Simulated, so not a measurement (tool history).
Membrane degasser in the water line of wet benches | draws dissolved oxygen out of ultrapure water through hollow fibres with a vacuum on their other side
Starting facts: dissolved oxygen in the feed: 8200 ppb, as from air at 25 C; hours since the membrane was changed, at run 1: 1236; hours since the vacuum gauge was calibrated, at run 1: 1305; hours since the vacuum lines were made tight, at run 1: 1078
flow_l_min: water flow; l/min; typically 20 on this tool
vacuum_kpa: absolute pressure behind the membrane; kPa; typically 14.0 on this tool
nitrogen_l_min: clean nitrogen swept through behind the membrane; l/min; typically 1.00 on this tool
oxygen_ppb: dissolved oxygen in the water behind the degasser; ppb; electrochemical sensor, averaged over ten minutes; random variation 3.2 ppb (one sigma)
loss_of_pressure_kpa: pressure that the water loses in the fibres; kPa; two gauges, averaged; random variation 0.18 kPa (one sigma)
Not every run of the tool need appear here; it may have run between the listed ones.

run,hour,flow_l_min,vacuum_kpa,nitrogen_l_min,hours since the membrane was changed,hours since the vacuum gauge was calibrated,hours since the vacuum lines were made tight,oxygen_ppb,loss_of_pressure_kpa
1,0.0,20,14.0,1.00,1236,1305,1078,473.3,34.50
2,37.5,20,13.2,1.00,1273,1342,1116,436.3,34.62
3,62.3,20,14.0,1.00,1298,1367,1140,465.7,34.50
4,86.5,20,14.0,1.00,1322,1391,1165,475.5,34.10
5,108.0,20,14.0,1.00,1344,1413,1186,467.9,34.39
6,132.4,20,14.0,1.00,1368,1437,1210,468.8,34.25
7,177.8,22,14.0,1.00,1414,1483,1256,510.2,38.22
8,211.0,20,14.0,1.00,1447,1516,1289,470.1,34.57
9,233.8,20,14.0,1.00,1470,1539,1312,468.2,34.47
10,268.2,20,14.0,1.00,1504,1573,1346,470.2,34.22
11,317.8,20,14.0,1.00,1554,1623,1396,467.1,34.38
12,351.4,20,14.0,1.00,1587,1656,1429,467.5,34.31
13,398.9,20,14.0,1.00,1635,1704,1477,465.1,34.65
14,423.4,20,14.0,1.00,1659,1728,1501,468.1,34.40
15,444.6,20,14.0,1.00,1680,1749,1523,463.6,34.20
16,477.3,20,14.0,1.00,1713,1782,1555,472.6,34.37
17,510.6,19,11.1,0.94,1746,1815,1589,345.5,32.84
18,544.8,28,14.0,2.87,1781,1850,1623,269.4,48.26
19,580.8,28,14.0,2.87,1817,1886,1659,266.9,48.37
20,616.5,12,14.0,2.10,1852,1921,1695,152.2,20.81
21,666.6,12,14.0,2.10,1902,1971,1745,153.4,20.99
22,704.7,12,14.0,2.10,1941,2010,1783,154.4,20.65
23,741.7,20,31.1,1.90,1978,2047,1820,657.9,34.49
24,787.5,20,31.1,1.90,2023,2092,1866,651.2,34.63
25,836.2,22,12.3,1.16,2072,2141,1914,387.7,38.14
26,860.3,25,22.6,0.89,2096,2165,1938,1050.3,43.10
27,903.2,24,14.0,0.49,2139,2208,1981,939.7,41.88
28,929.2,20,14.0,0.57,2165,2234,2007,737.3,34.37
29,958.4,27,13.5,2.58,2194,2263,2037,268.6,46.67
30,981.8,18,14.2,1.00,2218,2287,2060,436.0,31.24
31,1029.5,20,19.9,2.20,2265,2334,2108,358.6,34.75
32,1079.0,20,19.9,2.20,2315,2384,2157,354.9,34.62

4 options for the next run, each taken on its own from the tool as it stands now. Forecast them:
A,1112.1,15,14.4,0.55,2348,2417,2190,?,?
B,1112.1,20,14.0,2.32,2348,2417,2190,?,?
C,1112.1,20,15.4,1.12,2348,2417,2190,?,?
D,1112.1,20,21.2,2.42,2348,2417,2190,?,?

run,oxygen_ppb,loss_of_pressure_kpa
A,634.2,26.21
B,227.2,34.75
C,484.7,34.45
D,355.6,34.60
Without the tool's hidden state the same runs would have given:
run,oxygen_ppb,loss_of_pressure_kpa
A,619.6,25.62
B,220.4,33.98
C,473.3,33.67
D,347.9,33.82

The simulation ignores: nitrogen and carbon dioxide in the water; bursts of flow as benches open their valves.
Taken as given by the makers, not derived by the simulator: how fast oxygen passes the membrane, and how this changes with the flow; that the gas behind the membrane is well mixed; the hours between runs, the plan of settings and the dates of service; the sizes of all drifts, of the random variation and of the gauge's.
